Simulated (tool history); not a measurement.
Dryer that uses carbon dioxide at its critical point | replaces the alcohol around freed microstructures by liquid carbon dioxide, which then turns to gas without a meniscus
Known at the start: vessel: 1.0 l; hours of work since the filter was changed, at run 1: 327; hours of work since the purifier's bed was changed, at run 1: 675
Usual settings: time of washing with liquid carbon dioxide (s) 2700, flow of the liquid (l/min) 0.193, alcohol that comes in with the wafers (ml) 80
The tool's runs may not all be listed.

run     day  time of washing with liquid carbon dioxide (s)  flow of the liquid (l/min)  alcohol that comes in with the wafers (ml)  hours of work since the filter was changed  hours of work since the purifier's bed was changed  alcohol left in the vessel before it's heated (ppm by volume)
  1       0                                            2700                       0.193                                          80                                         327                                                 675                                                            221
  2   1.875                                            2700                       0.193                                          80                                         357                                                 705                                                            237
  3   3.508                                            2700                       0.193                                          80                                         384                                                 732                                                            245
  4   4.925                                            1620                       0.193                                          80                                         407                                                 755                                                           1147
  5   6.308                                            2700                       0.193                                         103                                         430                                                 777                                                            268
      6.646  -- purifier's bed changed
        8.5  -- inlet filter changed
  6   8.525                                            2700                       0.193                                         103                                           0                                                  30                                                             39
  7   9.783                                            2700                       0.193                                         103                                          21                                                  50                                                             48
  8  10.742                                            2700                       0.193                                         103                                          37                                                  66                                                             53
  9  12.562                                            2700                       0.193                                         103                                          66                                                  96                                                             67
 10  14.246                                            2340                       0.193                                          80                                          94                                                 123                                                            120
 11   15.45                                            2340                       0.193                                          80                                         113                                                 143                                                            125
 12  17.625                                            2340                       0.193                                          80                                         149                                                 178                                                            137
 13  18.758                                            2340                       0.193                                         117                                         167                                                 197                                                            180
 14  20.438                                            1860                       0.312                                          21                                         195                                                 224                                                             62
 15  22.021                                            2040                       0.137                                         120                                         220                                                 250                                                           2139
 16  23.625                                            1980                       0.137                                         120                                         246                                                 276                                                           2475
 17  24.808                                            1740                       0.133                                          71                                         266                                                 295                                                           2584
 18  25.892                                            3540                       0.131                                          63                                         283                                                 313                                                            173
 19  27.662                                            3540                       0.131                                          63                                         312                                                 342                                                            167
 20  28.608                                            2040                       0.181                                         108                                         328                                                 357                                                            627
 21  30.483                                            2040                       0.202                                         100                                         358                                                 388                                                            376
 22  32.575                                            4200                       0.156                                          73                                         392                                                 422                                                            112
 23  33.892                                            3660                       0.193                                          80                                         414                                                 443                                                            114
 24  35.212                                            3660                       0.193                                         119                                         435                                                 465                                                            128

5 ways to go on from here, each from the tool as it stands after run 24. What would each give?
  A  36.517                                            3360                       0.246                                         119                                         456                                                 486                                                              ?
  B  36.517                                            2700                        0.16                                          66                                         456                                                 486                                                              ?
  C  36.517                                            2400                       0.128                                          39                                         456                                                 486                                                              ?
  D  36.517                                            2880                       0.255                                          44                                         456                                                 486                                                              ?
  E  36.517                                            2700                       0.178                                          80                                         456                                                 486                                                              ?

run  alcohol left in the vessel before it's heated (ppm by volume)
  A                                                            119
  B                                                            282
  C                                                            714
  D                                                            115
  E                                                            216
Without the tool's hidden state the same runs would have given:
run  alcohol left in the vessel before it's heated (ppm by volume)
  A                                                              3
  B                                                             80
  C                                                            356
  D                                                              1
  E                                                             41

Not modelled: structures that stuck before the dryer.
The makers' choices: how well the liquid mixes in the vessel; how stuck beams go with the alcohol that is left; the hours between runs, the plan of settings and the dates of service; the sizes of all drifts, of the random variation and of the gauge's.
